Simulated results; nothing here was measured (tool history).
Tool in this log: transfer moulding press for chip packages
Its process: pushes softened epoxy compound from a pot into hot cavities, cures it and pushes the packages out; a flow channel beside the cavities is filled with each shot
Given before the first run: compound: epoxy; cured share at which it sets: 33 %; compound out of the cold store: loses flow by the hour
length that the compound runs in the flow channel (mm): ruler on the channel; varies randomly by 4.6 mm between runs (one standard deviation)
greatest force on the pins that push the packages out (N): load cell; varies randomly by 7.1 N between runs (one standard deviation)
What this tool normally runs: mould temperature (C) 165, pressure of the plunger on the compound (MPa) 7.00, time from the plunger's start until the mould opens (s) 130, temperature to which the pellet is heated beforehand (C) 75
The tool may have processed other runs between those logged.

run	hour	mould temperature (C)	pressure of the plunger on the compound (MPa)	time from the plunger's start until the mould opens (s)	temperature to which the pellet is heated beforehand (C)	incoming compound's hours out of the cold store	length that the compound runs in the flow channel (mm)	greatest force on the pins that push the packages out (N)
1	0.0	165	7.00	130	75	31.1	595	578
# hour 19.0: cavities cleaned with cleaning compound and waxed
2	41.5	159	7.00	130	75	39.1	580	587
3	83.0	159	7.00	130	75	25.8	615	743
# hour 110.8: cavities cleaned with cleaning compound and waxed
4	111.4	165	7.00	130	75	30.4	573	314
# hour 136.5: plunger's sealing rings changed
5	142.9	165	7.00	130	75	17.5	689	493
6	165.6	165	7.00	130	75	8.2	711	564
7	192.7	161	7.00	130	75	17.6	685	685
# hour 205.9: cavities cleaned with cleaning compound and waxed
8	222.0	165	7.00	130	67	36.1	618	431
9	261.7	165	7.00	130	67	19.4	659	565
# hour 297.6: cavities cleaned with cleaning compound and waxed
10	297.6	165	7.00	130	67	29.7	629	306
11	315.4	165	7.00	130	65	40.0	589	425
12	349.8	165	7.00	130	65	28.2	622	537
# hour 391.3: cavities cleaned with cleaning compound and waxed
13	392.6	165	7.00	130	75	29.2	617	302
14	432.9	161	7.00	130	75	32.9	614	596
15	472.8	165	8.63	129	82	41.0	642	555
# hour 480.9: mould's thermocouples calibrated
# hour 488.0: cavities cleaned with cleaning compound and waxed
16	495.5	169	7.73	130	78	33.7	614	343
17	527.1	173	5.65	156	67	11.0	571	456
18	557.0	173	5.65	156	67	32.3	517	508
# hour 582.5: cavities cleaned with cleaning compound and waxed
19	585.2	173	5.65	156	67	36.3	509	278
20	619.1	171	7.00	149	75	47.6	538	456
21	645.6	159	8.36	128	83	15.6	700	797
# hour 676.0: cavities cleaned with cleaning compound and waxed
22	688.5	159	5.58	169	83	23.4	553	383
23	728.7	159	5.58	169	83	30.1	533	527
# hour 740.0: plunger's sealing rings changed
24	749.3	160	5.58	169	83	35.1	573	544
# hour 771.5: cavities cleaned with cleaning compound and waxed
25	788.7	165	7.00	114	72	45.5	592	498
26	816.4	167	7.00	133	75	40.8	601	508
27	857.0	162	7.53	148	73	8.8	735	573
# hour 865.9: cavities cleaned with cleaning compound and waxed
28	879.8	168	7.00	130	68	21.8	644	385

Predict each of these 4 candidate next runs independently; none follows another, all start after run 28:
A	902.9	165	7.00	130	78	8.9	?	?
B	902.9	165	8.77	143	75	12.1	?	?
C	902.9	160	5.38	116	68	19.8	?	?
D	902.9	160	7.00	130	77	42.6	?	?

run	length that the compound runs in the flow channel (mm)	greatest force on the pins that push the packages out (N)
A	690	514
B	758	464
C	592	800
D	599	626
What these runs would have given with no unlogged condition in the tool:
run	length that the compound runs in the flow channel (mm)	greatest force on the pins that push the packages out (N)
A	709	299
B	779	271
C	609	471
D	616	367
